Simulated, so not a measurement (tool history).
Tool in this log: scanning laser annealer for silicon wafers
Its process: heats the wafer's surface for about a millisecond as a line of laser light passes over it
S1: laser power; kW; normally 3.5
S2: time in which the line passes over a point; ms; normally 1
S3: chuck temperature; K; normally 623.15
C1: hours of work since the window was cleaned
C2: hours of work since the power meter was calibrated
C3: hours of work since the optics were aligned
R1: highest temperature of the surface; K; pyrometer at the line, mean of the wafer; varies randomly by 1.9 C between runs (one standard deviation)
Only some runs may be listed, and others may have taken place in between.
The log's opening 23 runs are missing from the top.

{"run": 24, "hour": 324.0, "S1": 3.001, "S2": 0.7, "S3": 598.15, "C1": 250, "C2": 319, "C3": 178, "R1": 1195.15}
{"run": 25, "hour": 342.3, "S1": 3.5, "S2": 0.89, "S3": 623.15, "C1": 264, "C2": 332, "C3": 191, "R1": 1408.15}
{"run": 26, "hour": 358.5, "S1": 3.318, "S2": 1, "S3": 623.15, "C1": 275, "C2": 344, "C3": 203, "R1": 1419.15}
{"run": 27, "hour": 379.3, "S1": 3.653, "S2": 1, "S3": 659.15, "C1": 290, "C2": 359, "C3": 218, "R1": 1527.15}
{"run": 28, "hour": 388.0, "S1": 3.066, "S2": 1.08, "S3": 594.15, "C1": 297, "C2": 365, "C3": 224, "R1": 1365.15}
{"run": 29, "hour": 402.2, "S1": 3.066, "S2": 1.08, "S3": 594.15, "C1": 307, "C2": 375, "C3": 235, "R1": 1367.15}
{"run": 30, "hour": 417.7, "S1": 3.221, "S2": 0.76, "S3": 658.15, "C1": 318, "C2": 387, "C3": 246, "R1": 1325.15}
{"run": 31, "hour": 432.4, "S1": 3.38, "S2": 0.76, "S3": 658.15, "C1": 329, "C2": 397, "C3": 257, "R1": 1353.15}
{"run": 32, "hour": 443.1, "S1": 3.38, "S2": 0.76, "S3": 658.15, "C1": 337, "C2": 405, "C3": 264, "R1": 1358.15}
{"run": 33, "hour": 458.8, "S1": 3.357, "S2": 1.25, "S3": 623.15, "C1": 348, "C2": 416, "C3": 276, "R1": 1532.15}
{"run": 34, "hour": 471.6, "S1": 3.394, "S2": 1.01, "S3": 615.15, "C1": 357, "C2": 426, "C3": 285, "R1": 1433.15}
{"run": 35, "hour": 482.4, "S1": 3.656, "S2": 1.02, "S3": 602.15, "C1": 365, "C2": 434, "C3": 293, "R1": 1483.15}
{"run": 36, "hour": 497.5, "S1": 3.3, "S2": 1.13, "S3": 603.15, "C1": 376, "C2": 445, "C3": 304, "R1": 1448.15}
{"run": 37, "hour": 509.3, "S1": 3.538, "S2": 1.22, "S3": 610.15, "C1": 385, "C2": 453, "C3": 313, "R1": 1550.15}
{"run": 38, "hour": 525.8, "S1": 3.798, "S2": 0.91, "S3": 610.15, "C1": 397, "C2": 465, "C3": 325, "R1": 1465.15}
{"run": 39, "hour": 541.3, "S1": 3.5, "S2": 0.97, "S3": 599.15, "C1": 408, "C2": 476, "C3": 336, "R1": 1423.15}

Below are 4 alternative next runs, each starting from the tool's condition after run 39. Predict each:
{"run": "A", "hour": 550.3, "S1": 3.5, "S2": 1, "S3": 646.15, "C1": 415, "C2": 483, "C3": 342, "R1": "?"}
{"run": "B", "hour": 550.3, "S1": 3.467, "S2": 1, "S3": 603.15, "C1": 415, "C2": 483, "C3": 342, "R1": "?"}
{"run": "C", "hour": 550.3, "S1": 3.5, "S2": 0.97, "S3": 634.15, "C1": 415, "C2": 483, "C3": 342, "R1": "?"}
{"run": "D", "hour": 550.3, "S1": 3.693, "S2": 0.89, "S3": 623.15, "C1": 415, "C2": 483, "C3": 342, "R1": "?"}

run=A R1=1484.15
run=B R1=1434.15
run=C R1=1455.15
run=D R1=1447.15
Without the tool's unlogged condition, the same runs would have read:
run=A R1=1484.15
run=B R1=1434.15
run=C R1=1455.15
run=D R1=1447.15
